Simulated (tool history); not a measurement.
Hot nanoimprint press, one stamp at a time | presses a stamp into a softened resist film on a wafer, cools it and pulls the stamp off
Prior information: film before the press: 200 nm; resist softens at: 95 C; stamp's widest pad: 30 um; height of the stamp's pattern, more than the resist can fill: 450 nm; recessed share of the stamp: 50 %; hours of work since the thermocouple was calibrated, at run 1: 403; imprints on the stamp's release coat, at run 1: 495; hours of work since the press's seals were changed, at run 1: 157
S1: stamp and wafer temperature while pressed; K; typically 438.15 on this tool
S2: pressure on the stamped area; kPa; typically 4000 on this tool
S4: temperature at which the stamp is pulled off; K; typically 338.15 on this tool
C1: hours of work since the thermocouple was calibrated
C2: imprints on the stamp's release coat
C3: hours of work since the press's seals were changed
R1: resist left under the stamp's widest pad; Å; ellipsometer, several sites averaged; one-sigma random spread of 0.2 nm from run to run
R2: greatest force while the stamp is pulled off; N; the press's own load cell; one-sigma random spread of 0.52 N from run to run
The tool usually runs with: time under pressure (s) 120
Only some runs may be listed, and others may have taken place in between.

Run 1, hour 0.0: usual settings; C1 403; C2 495; C3 157. Result: R1 1121 Å, R2 118.2 N.
Run 2, hour 9.8: usual settings but S1 431.15 K; C1 409; C2 518; C3 163. Result: R1 1421 Å, R2 118.8 N.
Run 3, hour 16.7: usual settings but S1 431.15 K; C1 412; C2 534; C3 167. Result: R1 1421 Å, R2 118.3 N.
Run 4, hour 28.8: usual settings but S1 431.15 K; C1 419; C2 562; C3 173. Result: R1 1417 Å, R2 118.3 N.
At hour 32.9: plate thermocouple calibrated.
Run 5, hour 44.6: usual settings but S1 431.15 K; C1 6; C2 592; C3 180. Result: R1 1380 Å, R2 117.4 N.
Run 6, hour 53.2: usual settings; C1 11; C2 613; C3 185. Result: R1 1086 Å, R2 116.5 N.
Run 7, hour 60.1: usual settings; C1 15; C2 629; C3 189. Result: R1 1088 Å, R2 118.2 N.
Run 8, hour 68.2: usual settings; C1 20; C2 648; C3 194. Result: R1 1091 Å, R2 116.7 N.
Run 9, hour 82.1: usual settings but S2 2810 kPa, S4 342.15 K; C1 27; C2 680; C3 201. Result: R1 1284 Å, R2 104.8 N.
At hour 88.5: plate thermocouple calibrated, once more.
Run 10, hour 98.6: usual settings but S1 449.15 K, S2 2810 kPa, time under pressure (s) 157, S4 324.15 K; C1 6; C2 712; C3 209. Result: R1 872 Å, R2 167.3 N.
Run 11, hour 108.8: usual settings but S1 449.15 K, S2 2810 kPa, time under pressure (s) 157, S4 324.15 K; C1 11; C2 736; C3 214. Result: R1 871 Å, R2 167.4 N.
Run 12, hour 119.9: usual settings but S1 428.15 K, S2 4900 kPa, S4 344.15 K; C1 17; C2 762; C3 221. Result: R1 1495 Å, R2 106.6 N.
Run 13, hour 126.8: usual settings but S1 426.15 K, S2 4900 kPa, time under pressure (s) 110, S4 344.15 K; C1 21; C2 778; C3 224. Result: R1 1601 Å, R2 106.5 N.

Consider 4 possible next runs. They are alternatives, not a sequence: every one starts from the tool as it was left by run 13. What does each give?
Run A, hour 138.0: usual settings but S1 437.15 K, S2 4900 kPa, time under pressure (s) 65, S4 340.15 K; C1 27; C2 805; C3 231. Result: R1 ?, R2 ?.
Run B, hour 138.0: usual settings but S1 426.15 K, S2 4900 kPa, time under pressure (s) 110, S4 328.15 K; C1 27; C2 805; C3 231. Result: R1 ?, R2 ?.
Run C, hour 138.0: usual settings but S1 432.15 K, S2 4900 kPa, time under pressure (s) 237, S4 340.15 K; C1 27; C2 805; C3 231. Result: R1 ?, R2 ?.
Run D, hour 138.0: usual settings but time under pressure (s) 227, S4 335.15 K; C1 27; C2 805; C3 231. Result: R1 ?, R2 ?.

run    R1     R2
  A  1300  118.2
  B  1601  155.7
  C  1093  118.6
  D   966  133.4
Stripped of hidden state, with their random variation kept, the same runs would have yielded:
run    R1     R2
  A  1297  110.4
  B  1598  145.5
  C  1089  110.9
  D   963  124.7

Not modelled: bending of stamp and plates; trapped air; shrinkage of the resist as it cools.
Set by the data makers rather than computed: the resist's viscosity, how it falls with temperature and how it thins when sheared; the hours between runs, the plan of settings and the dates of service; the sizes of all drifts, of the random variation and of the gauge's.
